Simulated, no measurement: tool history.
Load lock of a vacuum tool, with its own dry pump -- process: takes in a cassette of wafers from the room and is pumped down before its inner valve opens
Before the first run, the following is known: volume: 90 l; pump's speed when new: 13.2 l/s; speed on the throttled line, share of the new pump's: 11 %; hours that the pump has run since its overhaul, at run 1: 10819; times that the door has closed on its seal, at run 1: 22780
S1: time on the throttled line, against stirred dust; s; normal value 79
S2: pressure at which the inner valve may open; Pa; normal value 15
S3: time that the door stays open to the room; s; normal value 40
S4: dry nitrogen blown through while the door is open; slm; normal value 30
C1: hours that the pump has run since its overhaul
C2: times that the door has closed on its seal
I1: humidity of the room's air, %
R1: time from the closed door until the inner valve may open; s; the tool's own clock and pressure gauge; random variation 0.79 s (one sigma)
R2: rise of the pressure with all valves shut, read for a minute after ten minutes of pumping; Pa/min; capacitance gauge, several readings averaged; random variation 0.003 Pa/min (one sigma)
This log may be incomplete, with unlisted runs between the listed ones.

run 1 day=0 | S1=79 S2=15 S3=40 S4=30 | C1=10819 C2=22780 | I1=40.6 | R1=140.2 R2=0.075
run 2 day=9.4 | S1=79 S2=15 S3=40 S4=30 | C1=11045 C2=23486 | I1=44.1 | R1=139.3 R2=0.075
run 3 day=15.221 | S1=79 S2=15 S3=40 S4=30 | C1=11185 C2=23924 | I1=41.4 | R1=139.1 R2=0.075
run 4 day=23.938 | S1=79 S2=15 S3=40 S4=30 | C1=11394 C2=24579 | I1=45.5 | R1=139.9 R2=0.085
run 5 day=32.233 | S1=79 S2=23 S3=40 S4=30 | C1=11593 C2=25203 | I1=46.1 | R1=137 R2=0.085
run 6 day=43.696 | S1=79 S2=15 S3=40 S4=30 | C1=11868 C2=26064 | I1=45.9 | R1=142.5 R2=0.089
run 7 day=50.792 | S1=79 S2=15 S3=40 S4=30 | C1=12038 C2=26598 | I1=43.1 | R1=141.4 R2=0.085
run 8 day=58.046 | S1=79 S2=15 S3=40 S4=30 | C1=12213 C2=27143 | I1=44.5 | R1=141.8 R2=0.089
run 9 day=64.671 | S1=47 S2=15 S3=40 S4=30 | C1=12372 C2=27641 | I1=46.8 | R1=114.2 R2=0.093
run 10 day=72.988 | S1=70 S2=15 S3=40 S4=30 | C1=12571 C2=28266 | I1=45.6 | R1=133.2 R2=0.104
run 11 day=81.629 | S1=70 S2=15 S3=40 S4=30 | C1=12779 C2=28916 | I1=44.7 | R1=134.7 R2=0.102
run 12 day=93.371 | S1=70 S2=28 S3=40 S4=30 | C1=13060 C2=29799 | I1=41.4 | R1=128 R2=0.105
run 13 day=99.429 | S1=70 S2=28 S3=40 S4=30 | C1=13206 C2=30254 | I1=40.9 | R1=127.6 R2=0.108
run 14 day=110.554 | S1=79 S2=15 S3=40 S4=30 | C1=13473 C2=31090 | I1=44.3 | R1=143.5 R2=0.111
run 15 day=116.888 | S1=79 S2=15 S3=36 S4=30 | C1=13625 C2=31566 | I1=40.1 | R1=145.2 R2=0.111
run 16 day=125.775 | S1=79 S2=15 S3=40 S4=30 | C1=13838 C2=32235 | I1=44.6 | R1=143.2 R2=0.114
run 17 day=136.629 | S1=79 S2=15 S3=40 S4=30 | C1=14099 C2=33050 | I1=46.4 | R1=144.3 R2=0.116
run 18 day=142.242 | S1=153 S2=15 S3=40 S4=30 | C1=14233 C2=33472 | I1=45.3 | R1=206.8 R2=0.12
-- day=150.421 dry pump taken out, an overhauled one fitted
run 19 day=150.675 | S1=153 S2=15 S3=40 S4=30 | C1=6 C2=34088 | I1=45.2 | R1=200.3 R2=0.126
run 20 day=156.146 | S1=153 S2=15 S3=40 S4=30 | C1=137 C2=34499 | I1=45.1 | R1=197.8 R2=0.128
run 21 day=167.988 | S1=133 S2=26 S3=214 S4=36 | C1=422 C2=35389 | I1=49.4 | R1=177.3 R2=0.156
run 22 day=174.442 | S1=50 S2=21 S3=45 S4=38 | C1=577 C2=35874 | I1=39.9 | R1=105.4 R2=0.137
run 23 day=179.738 | S1=79 S2=15 S3=40 S4=9 | C1=704 C2=36272 | I1=43.3 | R1=132.1 R2=0.143
run 24 day=187.129 | S1=40 S2=11 S3=42 S4=14 | C1=881 C2=36828 | I1=43.2 | R1=100.6 R2=0.147
run 25 day=193.654 | S1=79 S2=14 S3=40 S4=30 | C1=1038 C2=37318 | I1=46.1 | R1=131.2 R2=0.143
run 26 day=201.017 | S1=79 S2=14 S3=40 S4=30 | C1=1214 C2=37872 | I1=44 | R1=133.4 R2=0.143
run 27 day=213.004 | S1=55 S2=13 S3=109 S4=6 | C1=1502 C2=38773 | I1=42.4 | R1=112.1 R2=0.17
run 28 day=220.988 | S1=146 S2=10 S3=105 S4=12 | C1=1694 C2=39373 | I1=46.3 | R1=196 R2=0.172
run 29 day=229.9 | S1=146 S2=10 S3=105 S4=12 | C1=1908 C2=40043 | I1=48.2 | R1=196.1 R2=0.173
run 30 day=241.433 | S1=146 S2=10 S3=105 S4=12 | C1=2184 C2=40910 | I1=42.3 | R1=197.6 R2=0.175
run 31 day=248.442 | S1=93 S2=15 S3=40 S4=7 | C1=2352 C2=41437 | I1=42.5 | R1=148.2 R2=0.168
run 32 day=261.171 | S1=79 S2=15 S3=40 S4=5 | C1=2658 C2=42394 | I1=46.2 | R1=134.2 R2=0.172
run 33 day=273.708 | S1=79 S2=15 S3=40 S4=5 | C1=2959 C2=43336 | I1=47.5 | R1=133.5 R2=0.178
run 34 day=280.279 | S1=79 S2=13 S3=47 S4=30 | C1=3117 C2=43831 | I1=44.2 | R1=135.5 R2=0.174
run 35 day=288.462 | S1=79 S2=15 S3=40 S4=24 | C1=3313 C2=44446 | I1=43 | R1=134.3 R2=0.184
run 36 day=293.871 | S1=83 S2=15 S3=59 S4=44 | C1=3443 C2=44852 | I1=42.6 | R1=139.6 R2=0.192
run 37 day=299.721 | S1=83 S2=15 S3=59 S4=44 | C1=3583 C2=45292 | I1=45.7 | R1=139.2 R2=0.193

Some steps in R1, run to run, broken into two amounts with sign: the step expected even without the hidden condition (settings, incoming material, random variation), and the rest, left for the hidden condition together with whatever gauge scatter is not in both the measured and the hidden-condition-free result:
Hidden state at play: pump's speed, % of a new pump's; leak at the door's seal, Pa l/s; drift of the gauge itself on ready_s, %; drift of the gauge itself on rise_pa_min, %.
Run 13 -> 14: S1 70 -> 79, S2 28 -> 15. R1 +15.9 s: hidden state +1.2, all else +14.7.
Run 17 -> 18: S1 79 -> 153. R1 +62.5 s: hidden state -2.1, all else +64.6.
Run 18 -> 19: dry pump taken out, an overhauled one fitted. R1 -6.5 s: hidden state -10.3, all else +3.8.
Run 21 -> 22: S1 133 -> 50, S2 26 -> 21, S3 214 -> 45, S4 36 -> 38. R1 -71.9 s: hidden state +0.4, all else -72.3.
Run 27 -> 28: S1 55 -> 146, S2 13 -> 10, S3 109 -> 105, S4 6 -> 12. R1 +83.9 s: hidden state -0.3, all else +84.2.
